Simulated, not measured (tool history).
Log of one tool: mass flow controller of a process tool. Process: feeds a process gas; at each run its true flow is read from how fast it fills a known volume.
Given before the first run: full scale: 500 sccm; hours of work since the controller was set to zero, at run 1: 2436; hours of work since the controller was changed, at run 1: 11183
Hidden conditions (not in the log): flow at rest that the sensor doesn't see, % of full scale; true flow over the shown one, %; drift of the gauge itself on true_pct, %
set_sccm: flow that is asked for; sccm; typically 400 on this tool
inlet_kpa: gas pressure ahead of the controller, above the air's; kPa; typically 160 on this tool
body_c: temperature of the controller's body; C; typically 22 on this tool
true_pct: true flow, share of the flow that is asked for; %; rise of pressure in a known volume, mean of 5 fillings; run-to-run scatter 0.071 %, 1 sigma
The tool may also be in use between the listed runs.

run	hour	set_sccm	inlet_kpa	body_c	hours of work since the controller was set to zero	hours of work since the controller was changed	true_pct
1	0	400	160	22	2436	11183	102.26
2	230	400	160	27	2580	11328	102.67
3	654.7	400	160	22	2847	11594	102.38
4	968.3	400	160	32	3044	11791	103.18
5	1339.5	400	160	32	3277	12024	103.5
6	1677.3	400	160	32	3489	12237	103.48
7	2034.3	400	160	32	3713	12461	103.48
8	2287.6	194	160	22	3872	12620	102.5
9	2676.9	194	160	22	4117	12864	102.56
# hour 2941.4: controller exchanged for a calibrated one
10	3067.1	489	160	22	79	79	99.78
11	3451.9	409	160	22	321	321	99.52
12	3740	409	160	22	501	501	99.46
13	4066.9	400	160	22	707	707	99.66
14	4387.8	400	160	22	908	908	99.68
15	4715.8	400	160	22	1114	1114	99.73
16	5056.3	400	213	22	1328	1328	99.64
17	5296.1	74	160	22	1479	1479	99.36
18	5525.3	74	160	22	1622	1622	99.68
19	5846.6	400	160	22	1824	1824	99.99
20	6244.3	400	160	22	2074	2074	100.06
21	6733.3	400	160	22	2381	2381	100.18
22	7207.3	400	160	22	2679	2679	100.25
23	7467.8	400	160	22	2842	2842	100.28
24	7710.1	96	160	22	2994	2994	100.22
25	7978.1	375	271	26	3163	3163	100.16
26	8342.7	375	271	26	3392	3392	100.32
27	8566.1	258	184	26	3532	3532	100.36
28	8976.2	258	184	26	3789	3789	100.52
29	9266.7	258	184	26	3972	3972	100.51
# hour 9312.2: controller's zero set anew
30	9505.2	258	277	21	121	4121	100.07
31	9874.3	105	252	30	353	4353	101.86
32	10112.8	77	166	20	503	4503	102.17
33	10587.8	77	166	20	801	4801	102.46
34	10957.4	492	261	22	1033	5033	100.75
# hour 11089.9: controller's zero set anew, once more
35	11183.7	364	220	22	59	5175	100.14
36	11475.1	364	220	22	242	5358	100.21
37	11725.9	364	220	22	399	5515	100.17
38	12053.2	83	172	35	605	5721	100.97
39	12253.6	427	172	29	731	5847	101.29
40	12614	427	172	29	957	6073	101.22
41	13061.3	400	235	22	1238	6354	100.43
42	13480.9	400	235	22	1501	6617	100.6
43	13734.8	77	169	38	1661	6777	101.97
44	14126	400	208	27	1906	7022	101.3
45	14588	328	160	32	2197	7313	101.73
46	14838.4	54	160	22	2354	7470	101.75
47	15198.2	54	160	22	2580	7696	102.02

Branching from run 47: 5 alternative next runs. What would each branch give?
A	15441.3	131	151	21	2732	7848	?
B	15441.3	400	249	22	2732	7848	?
C	15441.3	374	279	22	2732	7848	?
D	15441.3	400	273	22	2732	7848	?
E	15441.3	86	216	24	2732	7848	?

run	true_pct
A	100.99
B	100.83
C	100.61
D	100.78
E	101.43
With the hidden condition removed and each run's random variation left untouched, the same runs would have given:
run	true_pct
A	98.64
B	99.11
C	98.87
D	99.06
E	98.58
